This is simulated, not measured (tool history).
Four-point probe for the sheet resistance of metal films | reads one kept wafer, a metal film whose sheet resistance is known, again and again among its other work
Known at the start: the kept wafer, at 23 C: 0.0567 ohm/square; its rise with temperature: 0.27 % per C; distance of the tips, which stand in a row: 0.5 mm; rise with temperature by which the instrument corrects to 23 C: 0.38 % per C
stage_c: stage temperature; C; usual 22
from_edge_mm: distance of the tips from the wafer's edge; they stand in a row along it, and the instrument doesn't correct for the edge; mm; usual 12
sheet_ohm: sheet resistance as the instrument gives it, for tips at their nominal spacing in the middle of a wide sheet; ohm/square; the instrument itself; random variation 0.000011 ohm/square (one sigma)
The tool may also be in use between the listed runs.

Run 1, hour 0.0: usual settings. Result: sheet_ohm 0.056907 ohm/square.
Run 2, hour 26.6: usual settings. Result: sheet_ohm 0.056922 ohm/square.
Run 3, hour 41.8: usual settings. Result: sheet_ohm 0.056914 ohm/square.
Run 4, hour 54.8: usual settings. Result: sheet_ohm 0.056919 ohm/square.
Run 5, hour 85.4: usual settings. Result: sheet_ohm 0.056903 ohm/square.
Run 6, hour 117.6: usual settings but stage_c 32 C. Result: sheet_ohm 0.056316 ohm/square.
Run 7, hour 146.7: usual settings but stage_c 32 C. Result: sheet_ohm 0.056301 ohm/square.
Run 8, hour 160.5: usual settings but stage_c 32 C. Result: sheet_ohm 0.056307 ohm/square.
Run 9, hour 178.9: usual settings but stage_c 30 C. Result: sheet_ohm 0.056450 ohm/square.
Run 10, hour 210.8: usual settings but stage_c 30 C. Result: sheet_ohm 0.056419 ohm/square.
Run 11, hour 229.5: usual settings but stage_c 30 C, from_edge_mm 52 mm. Result: sheet_ohm 0.056378 ohm/square.
Run 12, hour 260.6: usual settings but stage_c 19 C. Result: sheet_ohm 0.057088 ohm/square.
Run 13, hour 280.7: usual settings but stage_c 21 C, from_edge_mm 5 mm. Result: sheet_ohm 0.057205 ohm/square.
Run 14, hour 311.0: usual settings but stage_c 27 C. Result: sheet_ohm 0.056579 ohm/square.
Run 15, hour 342.5: usual settings but stage_c 27 C. Result: sheet_ohm 0.056552 ohm/square.
Run 16, hour 369.8: usual settings. Result: sheet_ohm 0.056879 ohm/square.
Run 17, hour 393.1: usual settings. Result: sheet_ohm 0.056895 ohm/square.
Run 18, hour 409.8: usual settings. Result: sheet_ohm 0.056864 ohm/square.
Run 19, hour 432.5: usual settings but stage_c 27 C, from_edge_mm 11 mm. Result: sheet_ohm 0.056567 ohm/square.
Run 20, hour 457.1: usual settings but stage_c 24 C, from_edge_mm 47 mm. Result: sheet_ohm 0.056697 ohm/square.
Run 21, hour 489.1: usual settings but from_edge_mm 11 mm. Result: sheet_ohm 0.056856 ohm/square.
Run 22, hour 518.2: usual settings but stage_c 18 C, from_edge_mm 60 mm. Result: sheet_ohm 0.057060 ohm/square.
Run 23, hour 546.7: usual settings but stage_c 34 C, from_edge_mm 18 mm. Result: sheet_ohm 0.056129 ohm/square.

Forecast each of these 5 alternatives for the next run:
Run A, hour 568.7: usual settings but stage_c 28 C, from_edge_mm 44 mm. Result: sheet_ohm ?.
Run B, hour 568.7: usual settings but stage_c 33 C, from_edge_mm 40 mm. Result: sheet_ohm ?.
Run C, hour 568.7: usual settings but stage_c 20 C, from_edge_mm 21 mm. Result: sheet_ohm ?.
Run D, hour 568.7: usual settings but stage_c 29 C, from_edge_mm 46 mm. Result: sheet_ohm ?.
Run E, hour 568.7: usual settings but stage_c 32 C. Result: sheet_ohm ?.

run  sheet_ohm
  A   0.056457
  B   0.056170
  C   0.056940
  D   0.056393
  E   0.056261
Without the tool's hidden state the same runs would have given:
run  sheet_ohm
  A   0.056417
  B   0.056129
  C   0.056900
  D   0.056353
  E   0.056220
